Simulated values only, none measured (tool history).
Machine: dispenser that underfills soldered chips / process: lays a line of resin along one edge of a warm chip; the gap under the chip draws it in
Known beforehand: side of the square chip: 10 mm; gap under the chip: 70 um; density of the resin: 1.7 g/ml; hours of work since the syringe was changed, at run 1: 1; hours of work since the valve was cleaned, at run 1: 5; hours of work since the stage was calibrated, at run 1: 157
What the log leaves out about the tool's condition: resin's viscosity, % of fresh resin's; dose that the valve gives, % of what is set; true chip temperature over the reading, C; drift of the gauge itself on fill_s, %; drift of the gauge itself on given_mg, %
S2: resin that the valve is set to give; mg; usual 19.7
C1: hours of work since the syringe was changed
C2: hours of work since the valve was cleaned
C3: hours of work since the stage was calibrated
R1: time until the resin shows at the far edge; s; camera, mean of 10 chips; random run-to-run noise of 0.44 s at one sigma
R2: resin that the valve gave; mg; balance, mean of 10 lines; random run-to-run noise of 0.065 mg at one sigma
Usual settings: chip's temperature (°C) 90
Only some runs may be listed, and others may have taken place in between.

run 1 hour=0 | chip's_temperature_(°C)=90 S2=19.7 | C1=1 C2=5 C3=157 | R1=33.5 R2=19.64
run 2 hour=4.6 | chip's_temperature_(°C)=90 S2=19.7 | C1=5 C2=8 C3=160 | R1=39.4 R2=19.53
-- hour=6 new syringe of resin
run 3 hour=8.5 | chip's_temperature_(°C)=90 S2=19.7 | C1=2 C2=11 C3=163 | R1=34.2 R2=19.61
-- hour=13.8 new syringe of resin
run 4 hour=15.8 | chip's_temperature_(°C)=90 S2=19.7 | C1=1 C2=16 C3=168 | R1=34.6 R2=19.62
-- hour=21.4 new syringe of resin
run 5 hour=23.7 | chip's_temperature_(°C)=90 S2=25.5 | C1=2 C2=21 C3=173 | R1=33.4 R2=25.22
-- hour=29.5 new syringe of resin
run 6 hour=31.1 | chip's_temperature_(°C)=99 S2=25.5 | C1=1 C2=27 C3=178 | R1=24.2 R2=25.05
-- hour=37.2 new syringe of resin
run 7 hour=38 | chip's_temperature_(°C)=82 S2=25.5 | C1=1 C2=31 C3=183 | R1=42 R2=24.97
run 8 hour=43.4 | chip's_temperature_(°C)=82 S2=25.5 | C1=4 C2=35 C3=187 | R1=49.9 R2=25
-- hour=45.2 new syringe of resin
run 9 hour=48.3 | chip's_temperature_(°C)=90 S2=24 | C1=2 C2=38 C3=190 | R1=34.8 R2=23.49
-- hour=52.9 new syringe of resin
run 10 hour=55.2 | chip's_temperature_(°C)=79 S2=17.7 | C1=2 C2=43 C3=195 | R1=50.3 R2=17.21
-- hour=60.5 new syringe of resin
run 11 hour=60.5 | chip's_temperature_(°C)=79 S2=17.7 | C1=0 C2=47 C3=198 | R1=46.3 R2=17.17
-- hour=68.1 new syringe of resin
run 12 hour=68.1 | chip's_temperature_(°C)=79 S2=17.7 | C1=0 C2=52 C3=204 | R1=46.3 R2=17.11
run 13 hour=75.3 | chip's_temperature_(°C)=79 S2=17.7 | C1=5 C2=57 C3=209 | R1=58.7 R2=17.08
-- hour=76.1 new syringe of resin
run 14 hour=81.9 | chip's_temperature_(°C)=78 S2=22.8 | C1=4 C2=62 C3=213 | R1=57 R2=21.88
-- hour=84 new syringe of resin
run 15 hour=87 | chip's_temperature_(°C)=89 S2=25 | C1=2 C2=65 C3=217 | R1=35 R2=23.96
run 16 hour=91.3 | chip's_temperature_(°C)=89 S2=25 | C1=5 C2=68 C3=220 | R1=41.1 R2=23.91
-- hour=91.9 new syringe of resin
run 17 hour=98.8 | chip's_temperature_(°C)=82 S2=20.3 | C1=5 C2=73 C3=225 | R1=52.3 R2=19.25
-- hour=99.7 new syringe of resin
run 18 hour=102.4 | chip's_temperature_(°C)=88 S2=24.4 | C1=2 C2=76 C3=227 | R1=35.5 R2=23.23

Take each entry between the runs: how does the hidden state at the last listed run before it differ from the hidden state at the first listed run after it?
Logged between run 2 and run 3: new syringe of resin (hour 6)
  resin's viscosity, % of fresh resin's: 122.6 -> 108; dose that the valve gives, % of what is set: 99.45 -> 99.3; true chip temperature over the reading, C: 1.03 -> 1.05
  measured less the result without the state, R1: +6.2 -> +1.5 s; R2: -0.11 -> -0.14 mg
Logged between run 3 and run 4: new syringe of resin (hour 13.8)
  resin's viscosity, % of fresh resin's: 108 -> 106.6; dose that the valve gives, % of what is set: 99.3 -> 99; true chip temperature over the reading, C: 1.05 -> 1.09
  measured less the result without the state, R1: +1.5 -> +1 s; R2: -0.14 -> -0.2 mg
Logged between run 4 and run 5: new syringe of resin (hour 21.4)
  resin's viscosity, % of fresh resin's: 106.6 -> 106.7; dose that the valve gives, % of what is set: 99 -> 98.69; true chip temperature over the reading, C: 1.09 -> 1.14
  measured less the result without the state, R1: +1 -> +0.9 s; R2: -0.2 -> -0.34 mg
Logged between run 5 and run 6: new syringe of resin (hour 29.5)
  dose that the valve gives, % of what is set: 98.69 -> 98.37; true chip temperature over the reading, C: 1.14 -> 1.18
  measured less the result without the state, R1: +0.9 -> +0.7 s; R2: -0.34 -> -0.41 mg
Logged between run 6 and run 7: new syringe of resin (hour 37.2)
  resin's viscosity, % of fresh resin's: 106.7 -> 102.9; dose that the valve gives, % of what is set: 98.37 -> 98.11; true chip temperature over the reading, C: 1.18 -> 1.21
  measured less the result without the state, R1: +0.7 -> -0.5 s; R2: -0.41 -> -0.48 mg
Logged between run 8 and run 9: new syringe of resin (hour 45.2)
  resin's viscosity, % of fresh resin's: 123.9 -> 112.1; dose that the valve gives, % of what is set: 97.86 -> 97.66; true chip temperature over the reading, C: 1.24 -> 1.26
  measured less the result without the state, R1: +7.9 -> +2.5 s; R2: -0.55 -> -0.56 mg
Logged between run 9 and run 10: new syringe of resin (hour 52.9)
  resin's viscosity, % of fresh resin's: 112.1 -> 108.1; dose that the valve gives, % of what is set: 97.66 -> 97.34; true chip temperature over the reading, C: 1.26 -> 1.3
  measured less the result without the state, R1: +2.5 -> +1.9 s; R2: -0.56 -> -0.47 mg
Logged between run 10 and run 11: new syringe of resin (hour 60.5)
  resin's viscosity, % of fresh resin's: 108.1 -> 100.9; dose that the valve gives, % of what is set: 97.34 -> 97.14; true chip temperature over the reading, C: 1.3 -> 1.33
  measured less the result without the state, R1: +1.9 -> -1.5 s; R2: -0.47 -> -0.51 mg
Logged between run 11 and run 12: new syringe of resin (hour 68.1)
  resin's viscosity, % of fresh resin's: 100.9 -> 101.1; dose that the valve gives, % of what is set: 97.14 -> 96.79; true chip temperature over the reading, C: 1.33 -> 1.37
  measured less the result without the state, R1: -1.5 -> -1.5 s; R2: -0.51 -> -0.57 mg
Logged between run 13 and run 14: new syringe of resin (hour 76.1)
  resin's viscosity, % of fresh resin's: 129.7 -> 121.7; dose that the valve gives, % of what is set: 96.48 -> 96.22; true chip temperature over the reading, C: 1.41 -> 1.45
  measured less the result without the state, R1: +11.5 -> +7.8 s; R2: -0.62 -> -0.86 mg
Logged between run 14 and run 15: new syringe of resin (hour 84)
  resin's viscosity, % of fresh resin's: 121.7 -> 110.9; dose that the valve gives, % of what is set: 96.22 -> 96.03; true chip temperature over the reading, C: 1.45 -> 1.47
  measured less the result without the state, R1: +7.8 -> +1.9 s; R2: -0.86 -> -0.99 mg
Logged between run 16 and run 17: new syringe of resin (hour 91.9)
  resin's viscosity, % of fresh resin's: 128.8 -> 127.9; dose that the valve gives, % of what is set: 95.83 -> 95.51; true chip temperature over the reading, C: 1.5 -> 1.53
  measured less the result without the state, R1: +7.5 -> +9.4 s; R2: -1.04 -> -0.9 mg
Logged between run 17 and run 18: new syringe of resin (hour 99.7)
  resin's viscosity, % of fresh resin's: 127.9 -> 108.5; dose that the valve gives, % of what is set: 95.51 -> 95.37; true chip temperature over the reading, C: 1.53 -> 1.55
  measured less the result without the state, R1: +9.4 -> +1.2 s; R2: -0.9 -> -1.13 mg
